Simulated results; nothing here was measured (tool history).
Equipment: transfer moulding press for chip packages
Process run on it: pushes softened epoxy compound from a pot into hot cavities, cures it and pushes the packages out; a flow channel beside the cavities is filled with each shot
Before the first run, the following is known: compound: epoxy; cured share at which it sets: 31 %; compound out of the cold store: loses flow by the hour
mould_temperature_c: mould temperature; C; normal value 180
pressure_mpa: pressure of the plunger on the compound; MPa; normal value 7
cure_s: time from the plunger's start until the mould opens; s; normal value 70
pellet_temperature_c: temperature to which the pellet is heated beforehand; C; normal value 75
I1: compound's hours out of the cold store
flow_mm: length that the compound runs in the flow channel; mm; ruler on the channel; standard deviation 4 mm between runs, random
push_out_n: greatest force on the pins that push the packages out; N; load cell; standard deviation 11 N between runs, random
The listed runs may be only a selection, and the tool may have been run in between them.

{"run": 1, "hour": 0.0, "mould_temperature_c": 180, "pressure_mpa": 7, "cure_s": 70, "pellet_temperature_c": 75, "I1": 20.5, "flow_mm": 652, "push_out_n": 834}
{"hour": 34.0, "done": "cavities cleaned with cleaning compound and waxed"}
{"run": 2, "hour": 40.0, "mould_temperature_c": 180, "pressure_mpa": 7, "cure_s": 70, "pellet_temperature_c": 75, "I1": 10.6, "flow_mm": 661, "push_out_n": 598}
{"run": 3, "hour": 73.9, "mould_temperature_c": 180, "pressure_mpa": 7, "cure_s": 70, "pellet_temperature_c": 75, "I1": 24.5, "flow_mm": 630, "push_out_n": 765}
{"hour": 120.2, "done": "cavities cleaned with cleaning compound and waxed"}
{"run": 4, "hour": 120.6, "mould_temperature_c": 180, "pressure_mpa": 7, "cure_s": 70, "pellet_temperature_c": 71, "I1": 40.8, "flow_mm": 597, "push_out_n": 518}
{"run": 5, "hour": 148.4, "mould_temperature_c": 177, "pressure_mpa": 7, "cure_s": 70, "pellet_temperature_c": 75, "I1": 8.7, "flow_mm": 675, "push_out_n": 906}
{"run": 6, "hour": 172.8, "mould_temperature_c": 177, "pressure_mpa": 7, "cure_s": 70, "pellet_temperature_c": 75, "I1": 29.1, "flow_mm": 622, "push_out_n": 1038}
{"run": 7, "hour": 197.5, "mould_temperature_c": 177, "pressure_mpa": 7, "cure_s": 70, "pellet_temperature_c": 75, "I1": 31.7, "flow_mm": 622, "push_out_n": 1079}
{"hour": 202.5, "done": "cavities cleaned with cleaning compound and waxed"}
{"run": 8, "hour": 232.3, "mould_temperature_c": 180, "pressure_mpa": 7, "cure_s": 70, "pellet_temperature_c": 75, "I1": 32.9, "flow_mm": 605, "push_out_n": 706}
{"run": 9, "hour": 262.6, "mould_temperature_c": 174, "pressure_mpa": 7, "cure_s": 70, "pellet_temperature_c": 75, "I1": 15.6, "flow_mm": 662, "push_out_n": 1303}
{"hour": 285.2, "done": "cavities cleaned with cleaning compound and waxed"}
{"run": 10, "hour": 305.6, "mould_temperature_c": 174, "pressure_mpa": 7, "cure_s": 70, "pellet_temperature_c": 75, "I1": 16.8, "flow_mm": 648, "push_out_n": 1023}

For run 11, what comes out?
{"run": 11, "hour": 334.7, "mould_temperature_c": 179, "pressure_mpa": 7, "cure_s": 101, "pellet_temperature_c": 73, "I1": 34.4, "flow_mm": "?", "push_out_n": "?"}

Run 11 yielded flow_mm 598 mm, push_out_n 551 N.
On a tool with no hidden condition, and with the same random variation, this run would have come out at flow_mm 624 mm, push_out_n 355 N.
